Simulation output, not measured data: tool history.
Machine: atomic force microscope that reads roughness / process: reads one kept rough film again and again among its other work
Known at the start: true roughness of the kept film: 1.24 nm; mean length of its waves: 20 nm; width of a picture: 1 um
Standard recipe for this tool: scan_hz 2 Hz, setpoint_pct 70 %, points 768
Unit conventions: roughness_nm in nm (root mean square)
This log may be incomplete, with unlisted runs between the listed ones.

run 1 hour=0 | scan_hz=2 setpoint_pct=70 points=768 | roughness_nm=1.034
run 2 hour=36.6 | scan_hz=2 setpoint_pct=70 points=768 | roughness_nm=0.857
run 3 hour=69.6 | scan_hz=2 setpoint_pct=70 points=768 | roughness_nm=0.966
run 4 hour=85.8 | scan_hz=2 setpoint_pct=70 points=330 | roughness_nm=0.871
run 5 hour=114.3 | scan_hz=2 setpoint_pct=70 points=330 | roughness_nm=0.975
run 6 hour=144 | scan_hz=2 setpoint_pct=70 points=330 | roughness_nm=0.844
run 7 hour=172.4 | scan_hz=0.84 setpoint_pct=70 points=768 | roughness_nm=1.01
run 8 hour=206.1 | scan_hz=2 setpoint_pct=56 points=768 | roughness_nm=0.869
run 9 hour=237.6 | scan_hz=2 setpoint_pct=56 points=768 | roughness_nm=0.961
run 10 hour=275.4 | scan_hz=2 setpoint_pct=56 points=768 | roughness_nm=1.033
run 11 hour=306.2 | scan_hz=2 setpoint_pct=84 points=768 | roughness_nm=0.8
run 12 hour=343.5 | scan_hz=2 setpoint_pct=84 points=768 | roughness_nm=0.869
run 13 hour=377.6 | scan_hz=2 setpoint_pct=84 points=768 | roughness_nm=0.962
run 14 hour=405.3 | scan_hz=2 setpoint_pct=84 points=768 | roughness_nm=0.849
run 15 hour=433.9 | scan_hz=2 setpoint_pct=84 points=768 | roughness_nm=0.947
run 16 hour=464.5 | scan_hz=2 setpoint_pct=84 points=768 | roughness_nm=0.823
run 17 hour=489.7 | scan_hz=2 setpoint_pct=84 points=768 | roughness_nm=0.948
run 18 hour=513.8 | scan_hz=2 setpoint_pct=84 points=768 | roughness_nm=0.823
run 19 hour=551.8 | scan_hz=0.62 setpoint_pct=62 points=306 | roughness_nm=0.998
run 20 hour=584.7 | scan_hz=0.84 setpoint_pct=89 points=375 | roughness_nm=0.81
run 21 hour=610.4 | scan_hz=1.35 setpoint_pct=70 points=997 | roughness_nm=0.964
run 22 hour=640.7 | scan_hz=1.35 setpoint_pct=80 points=997 | roughness_nm=0.81
run 23 hour=657.4 | scan_hz=0.56 setpoint_pct=70 points=768 | roughness_nm=1.018
run 24 hour=681.7 | scan_hz=2.29 setpoint_pct=70 points=883 | roughness_nm=0.851
run 25 hour=710.9 | scan_hz=2.67 setpoint_pct=58 points=883 | roughness_nm=1.005
run 26 hour=738.2 | scan_hz=2 setpoint_pct=77 points=934 | roughness_nm=0.842
run 27 hour=764.8 | scan_hz=2 setpoint_pct=73 points=283 | roughness_nm=0.932
run 28 hour=791.5 | scan_hz=2 setpoint_pct=73 points=283 | roughness_nm=0.819
run 29 hour=810.3 | scan_hz=2 setpoint_pct=73 points=283 | roughness_nm=0.973
run 30 hour=839.6 | scan_hz=2 setpoint_pct=73 points=768 | roughness_nm=0.875
run 31 hour=876.1 | scan_hz=0.65 setpoint_pct=70 points=343 | roughness_nm=0.975
run 32 hour=895.6 | scan_hz=0.65 setpoint_pct=70 points=343 | roughness_nm=0.879
run 33 hour=913.4 | scan_hz=1.92 setpoint_pct=63 points=934 | roughness_nm=1.057
run 34 hour=948.9 | scan_hz=2 setpoint_pct=56 points=451 | roughness_nm=0.878

The log once held 19 entries between its listed runs, left out of this copy. Where does each go, and what is different about the tool's unlogged condition between the listed run before it and the listed run after it?
After run 2, before run 3: new tip fitted (hour 54.2)
  radius of the tip, nm: 29.6 -> 18.1; height scale over the true one, %: 0.59 -> 0.6
  difference, measured minus the result without the unlogged condition, roughness_nm: -0.178 -> -0.078 nm (root mean square)
After run 4, before run 5: new tip fitted (hour 107.5)
  radius of the tip, nm: 25.7 -> 14; height scale over the true one, %: 0.61 -> 0.62
  difference, measured minus the result without the unlogged condition, roughness_nm: -0.143 -> -0.037 nm (root mean square)
After run 6, before run 7: new tip fitted (hour 162.1)
  radius of the tip, nm: 29.1 -> 16.4
  difference, measured minus the result without the unlogged condition, roughness_nm: -0.169 -> -0.063 nm (root mean square)
After run 8, before run 9: new tip fitted (hour 215)
  radius of the tip, nm: 33 -> 21.2; height scale over the true one, %: 0.65 -> 0.66
  difference, measured minus the result without the unlogged condition, roughness_nm: -0.211 -> -0.11 nm (root mean square)
After run 9, before run 10: new tip fitted (hour 267.9)
  radius of the tip, nm: 21.2 -> 13.6; height scale over the true one, %: 0.66 -> 0.67
  difference, measured minus the result without the unlogged condition, roughness_nm: -0.11 -> -0.033 nm (root mean square)
After run 11, before run 12: new tip fitted (hour 322.2)
  radius of the tip, nm: 29.8 -> 20.9; height scale over the true one, %: 0.68 -> 0.69
  difference, measured minus the result without the unlogged condition, roughness_nm: -0.167 -> -0.097 nm (root mean square)
After run 12, before run 13: new tip fitted (hour 375.6)
  radius of the tip, nm: 20.9 -> 11.6; height scale over the true one, %: 0.69 -> 0.7
  difference, measured minus the result without the unlogged condition, roughness_nm: -0.097 -> -0.01 nm (root mean square)
After run 14, before run 15: new tip fitted (hour 429.6)
  radius of the tip, nm: 25.4 -> 13; height scale over the true one, %: 0.71 -> 0.72
  difference, measured minus the result without the unlogged condition, roughness_nm: -0.136 -> -0.024 nm (root mean square)
After run 16, before run 17: new tip fitted (hour 482.7)
  radius of the tip, nm: 27.6 -> 13.3; height scale over the true one, %: 0.73 -> 0.74
  difference, measured minus the result without the unlogged condition, roughness_nm: -0.15 -> -0.026 nm (root mean square)
After run 18, before run 19: new tip fitted (hour 536.4)
  radius of the tip, nm: 26.4 -> 17.4; height scale over the true one, %: 0.74 -> 0.76
  difference, measured minus the result without the unlogged condition, roughness_nm: -0.141 -> -0.072 nm (root mean square)
After run 19, before run 20: height scale calibrated on a step standard (hour 554.8)
  radius of the tip, nm: 17.4 -> 35.1; height scale over the true one, %: 0.76 -> 0.94
  difference, measured minus the result without the unlogged condition, roughness_nm: -0.072 -> -0.21 nm (root mean square)
After run 20, before run 21: new tip fitted (hour 590.8)
  radius of the tip, nm: 35.1 -> 20.3
  difference, measured minus the result without the unlogged condition, roughness_nm: -0.21 -> -0.098 nm (root mean square)
After run 22, before run 23: new tip fitted (hour 644.4)
  radius of the tip, nm: 35.2 -> 17.2; height scale over the true one, %: 0.95 -> 0.96
  difference, measured minus the result without the unlogged condition, roughness_nm: -0.213 -> -0.069 nm (root mean square)
After run 23, before run 24: height scale calibrated on a step standard, once more (hour 667.8)
  radius of the tip, nm: 17.2 -> 29.1; height scale over the true one, %: 0.96 -> 0.11
  difference, measured minus the result without the unlogged condition, roughness_nm: -0.069 -> -0.176 nm (root mean square)
After run 24, before run 25: new tip fitted (hour 700.2)
  radius of the tip, nm: 29.1 -> 15.9; height scale over the true one, %: 0.11 -> 0.12
  difference, measured minus the result without the unlogged condition, roughness_nm: -0.176 -> -0.063 nm (root mean square)
After run 26, before run 27: new tip fitted (hour 753.1)
  radius of the tip, nm: 29.5 -> 17.4; height scale over the true one, %: 0.12 -> 0.13
  difference, measured minus the result without the unlogged condition, roughness_nm: -0.176 -> -0.074 nm (root mean square)
After run 28, before run 29: new tip fitted (hour 807.1)
  radius of the tip, nm: 29.9 -> 12; height scale over the true one, %: 0.14 -> 0.15
  difference, measured minus the result without the unlogged condition, roughness_nm: -0.176 -> -0.02 nm (root mean square)
After run 30, before run 31: new tip fitted (hour 860.4)
  radius of the tip, nm: 26.5 -> 18.3; height scale over the true one, %: 0.16 -> 0.17
  difference, measured minus the result without the unlogged condition, roughness_nm: -0.156 -> -0.086 nm (root mean square)
After run 32, before run 33: new tip fitted (hour 913.4)
  radius of the tip, nm: 29 -> 10
  difference, measured minus the result without the unlogged condition, roughness_nm: -0.18 -> +0.001 nm (root mean square)
